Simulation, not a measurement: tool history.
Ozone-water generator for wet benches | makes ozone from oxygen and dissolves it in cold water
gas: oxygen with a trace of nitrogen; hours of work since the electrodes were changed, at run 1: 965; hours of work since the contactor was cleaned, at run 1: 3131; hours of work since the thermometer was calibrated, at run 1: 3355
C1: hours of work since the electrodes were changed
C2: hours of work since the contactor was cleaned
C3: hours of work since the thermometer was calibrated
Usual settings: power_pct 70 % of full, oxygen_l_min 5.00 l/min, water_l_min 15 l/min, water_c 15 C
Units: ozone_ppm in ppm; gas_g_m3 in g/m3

{"run": 1, "hour": 0.0, "power_pct": 70, "oxygen_l_min": 5.0, "water_l_min": 15, "water_c": 15, "C1": 965, "C2": 3131, "C3": 3355, "ozone_ppm": 32.1, "gas_g_m3": 249.2}
{"run": 2, "hour": 32.1, "power_pct": 61, "oxygen_l_min": 5.0, "water_l_min": 15, "water_c": 15, "C1": 984, "C2": 3150, "C3": 3375, "ozone_ppm": 29.8, "gas_g_m3": 226.6}
{"run": 3, "hour": 55.1, "power_pct": 61, "oxygen_l_min": 5.0, "water_l_min": 15, "water_c": 15, "C1": 998, "C2": 3164, "C3": 3388, "ozone_ppm": 29.4, "gas_g_m3": 225.6}
{"run": 4, "hour": 97.7, "power_pct": 61, "oxygen_l_min": 5.0, "water_l_min": 15, "water_c": 15, "C1": 1024, "C2": 3190, "C3": 3414, "ozone_ppm": 29.4, "gas_g_m3": 226.1}
{"run": 5, "hour": 131.9, "power_pct": 70, "oxygen_l_min": 5.0, "water_l_min": 15, "water_c": 8, "C1": 1045, "C2": 3211, "C3": 3435, "ozone_ppm": 35.4, "gas_g_m3": 246.9}
{"run": 6, "hour": 159.2, "power_pct": 70, "oxygen_l_min": 5.0, "water_l_min": 15, "water_c": 8, "C1": 1061, "C2": 3227, "C3": 3452, "ozone_ppm": 35.8, "gas_g_m3": 244.9}
{"run": 7, "hour": 179.3, "power_pct": 70, "oxygen_l_min": 5.0, "water_l_min": 15, "water_c": 15, "C1": 1073, "C2": 3240, "C3": 3464, "ozone_ppm": 32.4, "gas_g_m3": 243.3}
{"hour": 184.1, "done": "water thermometer calibrated"}
{"run": 8, "hour": 203.9, "power_pct": 70, "oxygen_l_min": 5.0, "water_l_min": 15, "water_c": 15, "C1": 1088, "C2": 3254, "C3": 12, "ozone_ppm": 32.1, "gas_g_m3": 245.1}
{"run": 9, "hour": 241.0, "power_pct": 70, "oxygen_l_min": 5.0, "water_l_min": 15, "water_c": 15, "C1": 1110, "C2": 3277, "C3": 34, "ozone_ppm": 32.0, "gas_g_m3": 246.5}
{"run": 10, "hour": 272.6, "power_pct": 70, "oxygen_l_min": 5.0, "water_l_min": 15, "water_c": 15, "C1": 1129, "C2": 3296, "C3": 54, "ozone_ppm": 32.3, "gas_g_m3": 245.9}
{"run": 11, "hour": 301.8, "power_pct": 70, "oxygen_l_min": 5.0, "water_l_min": 15, "water_c": 15, "C1": 1147, "C2": 3314, "C3": 71, "ozone_ppm": 31.8, "gas_g_m3": 244.1}
{"run": 12, "hour": 334.8, "power_pct": 70, "oxygen_l_min": 5.0, "water_l_min": 20, "water_c": 21, "C1": 1167, "C2": 3334, "C3": 91, "ozone_ppm": 22.4, "gas_g_m3": 244.0}
{"run": 13, "hour": 380.1, "power_pct": 70, "oxygen_l_min": 5.0, "water_l_min": 20, "water_c": 21, "C1": 1195, "C2": 3361, "C3": 119, "ozone_ppm": 22.7, "gas_g_m3": 244.2}
{"run": 14, "hour": 423.3, "power_pct": 70, "oxygen_l_min": 2.67, "water_l_min": 15, "water_c": 8, "C1": 1221, "C2": 3387, "C3": 145, "ozone_ppm": 35.2, "gas_g_m3": 358.7}
{"hour": 445.6, "done": "water thermometer calibrated, once more"}
{"run": 15, "hour": 451.0, "power_pct": 70, "oxygen_l_min": 2.67, "water_l_min": 15, "water_c": 8, "C1": 1237, "C2": 3404, "C3": 3, "ozone_ppm": 34.5, "gas_g_m3": 358.2}
{"run": 16, "hour": 481.5, "power_pct": 70, "oxygen_l_min": 7.59, "water_l_min": 15, "water_c": 12, "C1": 1256, "C2": 3422, "C3": 22, "ozone_ppm": 31.8, "gas_g_m3": 190.8}
{"run": 17, "hour": 515.3, "power_pct": 70, "oxygen_l_min": 7.59, "water_l_min": 15, "water_c": 12, "C1": 1276, "C2": 3443, "C3": 42, "ozone_ppm": 31.9, "gas_g_m3": 190.1}
{"run": 18, "hour": 556.5, "power_pct": 92, "oxygen_l_min": 5.0, "water_l_min": 15, "water_c": 22, "C1": 1301, "C2": 3468, "C3": 67, "ozone_ppm": 33.4, "gas_g_m3": 286.9}
{"run": 19, "hour": 594.6, "power_pct": 92, "oxygen_l_min": 5.0, "water_l_min": 15, "water_c": 22, "C1": 1324, "C2": 3491, "C3": 90, "ozone_ppm": 33.4, "gas_g_m3": 284.5}
{"run": 20, "hour": 639.7, "power_pct": 92, "oxygen_l_min": 2.54, "water_l_min": 16, "water_c": 16, "C1": 1352, "C2": 3518, "C3": 118, "ozone_ppm": 35.1, "gas_g_m3": 436.8}

Forecast each of these 5 alternatives for the next run:
{"run": "A", "hour": 663.5, "power_pct": 92, "oxygen_l_min": 2.54, "water_l_min": 16, "water_c": 19, "C1": 1366, "C2": 3532, "C3": 132, "ozone_ppm": "?", "gas_g_m3": "?"}
{"run": "B", "hour": 663.5, "power_pct": 46, "oxygen_l_min": 2.54, "water_l_min": 13, "water_c": 17, "C1": 1366, "C2": 3532, "C3": 132, "ozone_ppm": "?", "gas_g_m3": "?"}
{"run": "C", "hour": 663.5, "power_pct": 99, "oxygen_l_min": 3.81, "water_l_min": 16, "water_c": 9, "C1": 1366, "C2": 3532, "C3": 132, "ozone_ppm": "?", "gas_g_m3": "?"}
{"run": "D", "hour": 663.5, "power_pct": 70, "oxygen_l_min": 6.02, "water_l_min": 16, "water_c": 8, "C1": 1366, "C2": 3532, "C3": 132, "ozone_ppm": "?", "gas_g_m3": "?"}
{"run": "E", "hour": 663.5, "power_pct": 76, "oxygen_l_min": 3.58, "water_l_min": 13, "water_c": 15, "C1": 1366, "C2": 3532, "C3": 132, "ozone_ppm": "?", "gas_g_m3": "?"}

run=A ozone_ppm=34.1 gas_g_m3=437.1
run=B ozone_ppm=28.3 gas_g_m3=289.7
run=C ozone_ppm=40.4 gas_g_m3=355.7
run=D ozone_ppm=33.4 gas_g_m3=216.1
run=E ozone_ppm=38.4 gas_g_m3=315.5
Without the tool's hidden state the same runs would have given:
run=A ozone_ppm=36.5 gas_g_m3=453.4
run=B ozone_ppm=29.7 gas_g_m3=296.6
run=C ozone_ppm=43.2 gas_g_m3=369.6
run=D ozone_ppm=35.5 gas_g_m3=223.1
run=E ozone_ppm=40.7 gas_g_m3=326.1

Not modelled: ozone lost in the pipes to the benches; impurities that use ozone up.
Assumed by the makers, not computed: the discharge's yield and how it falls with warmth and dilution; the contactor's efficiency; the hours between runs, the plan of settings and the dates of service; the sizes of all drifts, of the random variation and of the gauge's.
